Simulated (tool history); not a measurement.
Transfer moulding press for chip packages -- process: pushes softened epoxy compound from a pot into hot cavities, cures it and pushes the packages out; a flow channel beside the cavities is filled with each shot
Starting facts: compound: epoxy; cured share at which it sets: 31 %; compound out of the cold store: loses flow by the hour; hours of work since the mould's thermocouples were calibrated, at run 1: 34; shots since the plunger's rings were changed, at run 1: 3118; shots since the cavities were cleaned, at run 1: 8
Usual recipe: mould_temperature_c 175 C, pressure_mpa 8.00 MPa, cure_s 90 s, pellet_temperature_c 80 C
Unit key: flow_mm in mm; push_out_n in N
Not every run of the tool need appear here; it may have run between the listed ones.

run	hour	mould_temperature_c	pressure_mpa	cure_s	pellet_temperature_c	hours of work since the mould's thermocouples were calibrated	shots since the plunger's rings were changed	shots since the cavities were cleaned	incoming compound's hours out of the cold store	flow_mm	push_out_n
1	0.0	175	8.00	90	80	34	3118	8	41.7	878	321
2	8.2	175	8.00	90	80	38	3200	90	25.1	915	329
3	21.6	175	8.00	90	83	45	3332	222	42.3	879	318
4	33.8	175	8.00	90	83	51	3453	343	46.6	856	332
5	47.6	175	8.00	90	83	58	3589	479	23.9	930	315
# hour 63.1: cavities cleaned with cleaning compound and waxed
6	65.0	175	8.00	90	83	65	3746	18	9.6	951	338
7	73.2	175	8.00	90	83	69	3828	100	20.1	940	326
8	86.0	175	8.00	90	83	76	3955	227	25.2	927	331
9	97.7	175	8.00	90	80	81	4070	342	37.0	884	327
10	110.3	175	8.00	90	80	88	4195	467	23.8	930	331
# hour 126.6: cavities cleaned with cleaning compound and waxed
11	126.6	175	8.00	90	79	95	4341	0	41.8	876	333
12	143.8	175	8.00	90	80	103	4511	170	20.1	947	331
13	156.3	175	8.29	90	80	109	4635	294	34.7	913	331
14	173.3	177	8.00	90	80	118	4804	463	30.7	901	297
15	183.3	175	6.61	90	80	123	4902	561	15.2	861	357
# hour 189.8: cavities cleaned with cleaning compound and waxed
16	196.9	175	8.61	90	80	129	5022	70	17.9	981	334
17	204.0	175	8.00	108	82	132	5092	140	27.2	920	259
18	217.6	175	8.00	105	83	139	5227	275	36.7	887	266
19	229.9	175	8.00	105	83	145	5348	396	30.3	921	270
20	244.9	173	8.00	105	83	152	5497	545	10.7	964	287
# hour 252.5: cavities cleaned with cleaning compound and waxed
21	257.8	169	6.31	87	76	158	5609	52	38.4	802	579
# hour 264.6: plunger's sealing rings changed
22	274.3	169	6.31	87	76	165	95	191	33.8	823	585
23	283.8	169	7.55	102	76	169	189	285	46.4	861	374
24	292.3	169	7.55	102	76	174	273	369	32.9	904	371
25	303.6	169	7.55	102	76	179	385	481	9.5	958	391
26	310.8	169	8.24	83	76	183	456	552	36.3	933	669
# hour 318.8: cavities cleaned with cleaning compound and waxed
27	325.1	183	7.03	121	80	189	582	62	13.7	863	238
28	332.8	183	6.83	91	80	193	659	139	46.4	773	249

4 ways to go on from here, each from the tool as it stands after run 28. What would each give?
A	345.7	168	6.25	91	89	199	786	266	27.9	?	?
B	345.7	183	6.83	101	90	199	786	266	15.5	?	?
C	345.7	177	6.83	83	78	199	786	266	45.8	?	?
D	345.7	171	9.18	125	80	199	786	266	22.6	?	?

run	flow_mm	push_out_n
A	838	528
B	847	243
C	798	328
D	1020	261
Without the tool's unlogged condition, the same runs would have read:
run	flow_mm	push_out_n
A	838	525
B	847	241
C	798	325
D	1020	259
